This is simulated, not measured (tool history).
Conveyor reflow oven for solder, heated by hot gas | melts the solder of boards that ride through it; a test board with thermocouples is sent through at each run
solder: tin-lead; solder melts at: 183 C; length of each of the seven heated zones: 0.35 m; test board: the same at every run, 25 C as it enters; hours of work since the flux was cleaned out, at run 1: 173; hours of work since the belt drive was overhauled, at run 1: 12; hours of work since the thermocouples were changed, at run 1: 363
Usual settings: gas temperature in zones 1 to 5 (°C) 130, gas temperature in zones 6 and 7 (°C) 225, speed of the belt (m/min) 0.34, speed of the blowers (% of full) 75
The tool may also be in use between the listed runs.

| run | hour | gas temperature in zones 1 to 5 (°C) | gas temperature in zones 6 and 7 (°C) | speed of the belt (m/min) | speed of the blowers (% of full) | hours of work since the flux was cleaned out | hours of work since the belt drive was overhauled | hours of work since the thermocouples were changed | highest temperature of the board (°C) | time above the solder's melting point (s) |
|---|---|---|---|---|---|---|---|---|---|---|
| 1 | 0 | 130 | 225 | 0.34 | 75 | 173 | 12 | 363 | 215.3 | 89.6 |
|  | 6.9 | flux residue cleaned out of gas plates and filters |
| 2 | 11.7 | 130 | 225 | 0.34 | 75 | 3 | 16 | 367 | 215.5 | 89.8 |
| 3 | 23.1 | 130 | 225 | 0.34 | 75 | 9 | 22 | 373 | 215.6 | 90.2 |
| 4 | 28.2 | 130 | 225 | 0.34 | 75 | 12 | 25 | 376 | 215.4 | 90.2 |
| 5 | 38.7 | 130 | 225 | 0.34 | 75 | 18 | 31 | 382 | 215.1 | 89.5 |
| 6 | 46.1 | 130 | 225 | 0.34 | 75 | 22 | 35 | 386 | 215.3 | 89.9 |
| 7 | 54.3 | 130 | 225 | 0.34 | 75 | 27 | 40 | 391 | 215.4 | 90.4 |
| 8 | 59 | 130 | 225 | 0.34 | 75 | 29 | 43 | 393 | 215.4 | 90.5 |
| 9 | 66.7 | 130 | 225 | 0.34 | 75 | 34 | 47 | 398 | 215.5 | 89.3 |
| 10 | 75 | 130 | 225 | 0.34 | 75 | 39 | 52 | 402 | 215.5 | 89.8 |
| 11 | 80.4 | 130 | 225 | 0.34 | 75 | 42 | 55 | 405 | 215.5 | 89.7 |
| 12 | 91.5 | 130 | 225 | 0.356 | 75 | 48 | 61 | 412 | 214.4 | 83.8 |
| 13 | 97.7 | 136 | 235 | 0.275 | 80 | 51 | 64 | 415 | 230.2 | 133.6 |
| 14 | 107.7 | 120 | 216 | 0.336 | 75 | 57 | 70 | 421 | 206.1 | 73.1 |
| 15 | 119 | 120 | 216 | 0.336 | 75 | 63 | 76 | 427 | 206.2 | 73.5 |
| 16 | 125.2 | 120 | 216 | 0.336 | 75 | 67 | 80 | 431 | 206 | 73.5 |
| 17 | 133 | 130 | 227 | 0.395 | 75 | 71 | 84 | 435 | 213.2 | 72.5 |
| 18 | 139.3 | 130 | 227 | 0.395 | 75 | 75 | 88 | 439 | 213.5 | 73.4 |
| 19 | 147 | 132 | 225 | 0.34 | 75 | 79 | 92 | 443 | 215.4 | 91 |
| 20 | 152 | 130 | 236 | 0.34 | 60 | 82 | 95 | 446 | 223 | 96.9 |
| 21 | 157.1 | 130 | 236 | 0.34 | 60 | 85 | 98 | 449 | 223.1 | 96.7 |
| 22 | 162.5 | 121 | 236 | 0.313 | 77 | 88 | 101 | 452 | 227.1 | 106.6 |
| 23 | 167.5 | 121 | 236 | 0.313 | 77 | 91 | 104 | 455 | 227.3 | 106.8 |
| 24 | 178.7 | 121 | 228 | 0.375 | 77 | 97 | 110 | 461 | 214.8 | 75.8 |

Forecast each of these 4 alternatives for the next run:
| A | 184.3 | 130 | 225 | 0.323 | 75 | 100 | 113 | 464 | ? | ? |
| B | 184.3 | 121 | 225 | 0.34 | 75 | 100 | 113 | 464 | ? | ? |
| C | 184.3 | 122 | 227 | 0.375 | 63 | 100 | 113 | 464 | ? | ? |
| D | 184.3 | 138 | 225 | 0.281 | 63 | 100 | 113 | 464 | ? | ? |

| run | highest temperature of the board (°C) | time above the solder's melting point (s) |
|---|---|---|
| A | 216.7 | 96.6 |
| B | 214.4 | 84.2 |
| C | 211.2 | 70 |
| D | 218.3 | 120 |
Without the tool's hidden state the same runs would have given:
| run | highest temperature of the board (°C) | time above the solder's melting point (s) |
|---|---|---|
| A | 216.7 | 96.7 |
| B | 214.4 | 84.2 |
| C | 211.2 | 70.1 |
| D | 218.4 | 120.1 |

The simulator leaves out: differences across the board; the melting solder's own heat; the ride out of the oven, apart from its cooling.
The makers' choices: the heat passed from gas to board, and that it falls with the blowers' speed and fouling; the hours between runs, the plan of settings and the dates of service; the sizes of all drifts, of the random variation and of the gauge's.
